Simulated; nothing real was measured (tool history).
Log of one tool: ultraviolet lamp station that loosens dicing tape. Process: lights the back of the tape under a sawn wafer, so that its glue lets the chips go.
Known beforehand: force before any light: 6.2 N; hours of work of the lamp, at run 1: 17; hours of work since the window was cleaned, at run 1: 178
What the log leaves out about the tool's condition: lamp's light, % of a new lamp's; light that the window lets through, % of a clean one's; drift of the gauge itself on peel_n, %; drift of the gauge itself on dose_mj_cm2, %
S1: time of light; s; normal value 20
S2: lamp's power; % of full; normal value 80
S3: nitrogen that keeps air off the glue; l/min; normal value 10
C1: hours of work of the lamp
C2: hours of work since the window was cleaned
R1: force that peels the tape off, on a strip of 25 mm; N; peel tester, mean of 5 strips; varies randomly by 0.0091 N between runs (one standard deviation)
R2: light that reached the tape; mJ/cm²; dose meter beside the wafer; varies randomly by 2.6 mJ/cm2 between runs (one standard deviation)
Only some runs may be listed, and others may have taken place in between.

{"run": 1, "day": 0.0, "S1": 20, "S2": 80, "S3": 10, "C1": 17, "C2": 178, "R1": 0.56, "R2": 296}
{"day": 2.817, "done": "window cleaned of glue's vapour"}
{"run": 2, "day": 3.204, "S1": 20, "S2": 80, "S3": 10, "C1": 64, "C2": 6, "R1": 0.442, "R2": 330}
{"run": 3, "day": 6.508, "S1": 20, "S2": 80, "S3": 10, "C1": 113, "C2": 55, "R1": 0.495, "R2": 308}
{"run": 4, "day": 8.162, "S1": 20, "S2": 80, "S3": 10, "C1": 137, "C2": 79, "R1": 0.537, "R2": 300}
{"run": 5, "day": 10.804, "S1": 34, "S2": 80, "S3": 10, "C1": 177, "C2": 118, "R1": 0.162, "R2": 484}
{"run": 6, "day": 13.804, "S1": 34, "S2": 80, "S3": 10, "C1": 221, "C2": 162, "R1": 0.189, "R2": 455}
{"run": 7, "day": 16.762, "S1": 40, "S2": 80, "S3": 10, "C1": 265, "C2": 206, "R1": 0.154, "R2": 505}
{"day": 17.533, "done": "window cleaned of glue's vapour"}
{"run": 8, "day": 18.646, "S1": 40, "S2": 80, "S3": 10, "C1": 292, "C2": 16, "R1": 0.113, "R2": 577}
{"run": 9, "day": 20.95, "S1": 40, "S2": 80, "S3": 10, "C1": 326, "C2": 51, "R1": 0.115, "R2": 555}
{"run": 10, "day": 23.054, "S1": 20, "S2": 80, "S3": 8, "C1": 357, "C2": 82, "R1": 0.825, "R2": 268}
{"run": 11, "day": 26.283, "S1": 20, "S2": 80, "S3": 8, "C1": 405, "C2": 129, "R1": 0.94, "R2": 249}
{"run": 12, "day": 29.188, "S1": 20, "S2": 68, "S3": 10, "C1": 448, "C2": 172, "R1": 1.232, "R2": 198}
{"run": 13, "day": 31.521, "S1": 20, "S2": 80, "S3": 10, "C1": 483, "C2": 207, "R1": 0.999, "R2": 218}
{"day": 32.258, "done": "window cleaned of glue's vapour"}
{"run": 14, "day": 35.221, "S1": 20, "S2": 80, "S3": 10, "C1": 537, "C2": 44, "R1": 0.847, "R2": 244}
{"run": 15, "day": 37.471, "S1": 20, "S2": 80, "S3": 10, "C1": 570, "C2": 77, "R1": 0.936, "R2": 231}
{"run": 16, "day": 40.908, "S1": 20, "S2": 80, "S3": 10, "C1": 621, "C2": 128, "R1": 1.079, "R2": 212}
{"run": 17, "day": 43.671, "S1": 14, "S2": 66, "S3": 3, "C1": 662, "C2": 169, "R1": 3.391, "R2": 112}
{"day": 44.388, "done": "lamp changed"}
{"run": 18, "day": 46.296, "S1": 18, "S2": 66, "S3": 3, "C1": 28, "C2": 207, "R1": 1.912, "R2": 218}
{"day": 46.908, "done": "window cleaned of glue's vapour"}
{"run": 19, "day": 48.279, "S1": 13, "S2": 87, "S3": 8, "C1": 57, "C2": 20, "R1": 1.067, "R2": 232}
{"run": 20, "day": 50.692, "S1": 20, "S2": 80, "S3": 4, "C1": 93, "C2": 56, "R1": 0.958, "R2": 315}
{"run": 21, "day": 53.721, "S1": 20, "S2": 80, "S3": 4, "C1": 138, "C2": 101, "R1": 1.04, "R2": 293}
{"run": 22, "day": 56.354, "S1": 20, "S2": 92, "S3": 10, "C1": 177, "C2": 140, "R1": 0.469, "R2": 320}
{"run": 23, "day": 59.504, "S1": 20, "S2": 79, "S3": 15, "C1": 223, "C2": 186, "R1": 0.596, "R2": 258}
{"day": 61.558, "done": "window cleaned of glue's vapour"}
{"run": 24, "day": 61.779, "S1": 24, "S2": 64, "S3": 3, "C1": 257, "C2": 3, "R1": 1.329, "R2": 286}
{"run": 25, "day": 65.171, "S1": 20, "S2": 75, "S3": 6, "C1": 307, "C2": 53, "R1": 1.023, "R2": 263}
{"run": 26, "day": 68.792, "S1": 16, "S2": 75, "S3": 6, "C1": 360, "C2": 107, "R1": 1.661, "R2": 188}
{"run": 27, "day": 70.704, "S1": 26, "S2": 79, "S3": 7, "C1": 388, "C2": 135, "R1": 0.66, "R2": 317}
{"run": 28, "day": 73.762, "S1": 25, "S2": 99, "S3": 11, "C1": 434, "C2": 180, "R1": 0.347, "R2": 353}
{"day": 76.279, "done": "window cleaned of glue's vapour"}
{"run": 29, "day": 77.333, "S1": 25, "S2": 99, "S3": 11, "C1": 486, "C2": 16, "R1": 0.265, "R2": 391}
{"run": 30, "day": 79.712, "S1": 28, "S2": 77, "S3": 13, "C1": 521, "C2": 51, "R1": 0.407, "R2": 321}
{"run": 31, "day": 81.554, "S1": 28, "S2": 77, "S3": 13, "C1": 549, "C2": 78, "R1": 0.422, "R2": 310}
{"run": 32, "day": 83.529, "S1": 28, "S2": 77, "S3": 13, "C1": 578, "C2": 107, "R1": 0.499, "R2": 294}

Consider 5 possible next runs. They are alternatives, not a sequence: every one starts from the tool as it was left by run 32. What does each give?
{"run": "A", "day": 85.892, "S1": 20, "S2": 78, "S3": 5, "C1": 613, "C2": 142, "R1": "?", "R2": "?"}
{"run": "B", "day": 85.892, "S1": 20, "S2": 81, "S3": 10, "C1": 613, "C2": 142, "R1": "?", "R2": "?"}
{"run": "C", "day": 85.892, "S1": 11, "S2": 75, "S3": 13, "C1": 613, "C2": 142, "R1": "?", "R2": "?"}
{"run": "D", "day": 85.892, "S1": 28, "S2": 77, "S3": 12, "C1": 613, "C2": 142, "R1": "?", "R2": "?"}
{"run": "E", "day": 85.892, "S1": 20, "S2": 73, "S3": 10, "C1": 613, "C2": 142, "R1": "?", "R2": "?"}

run=A R1=1.648 R2=203
run=B R1=1.082 R2=211
run=C R1=2.365 R2=107
run=D R1=0.56 R2=277
run=E R1=1.285 R2=190
Stripped of hidden state, with their random variation kept, the same runs would have yielded:
run=A R1=0.693 R2=340
run=B R1=0.367 R2=354
run=C R1=1.243 R2=180
run=D R1=0.148 R2=466
run=E R1=0.472 R2=317

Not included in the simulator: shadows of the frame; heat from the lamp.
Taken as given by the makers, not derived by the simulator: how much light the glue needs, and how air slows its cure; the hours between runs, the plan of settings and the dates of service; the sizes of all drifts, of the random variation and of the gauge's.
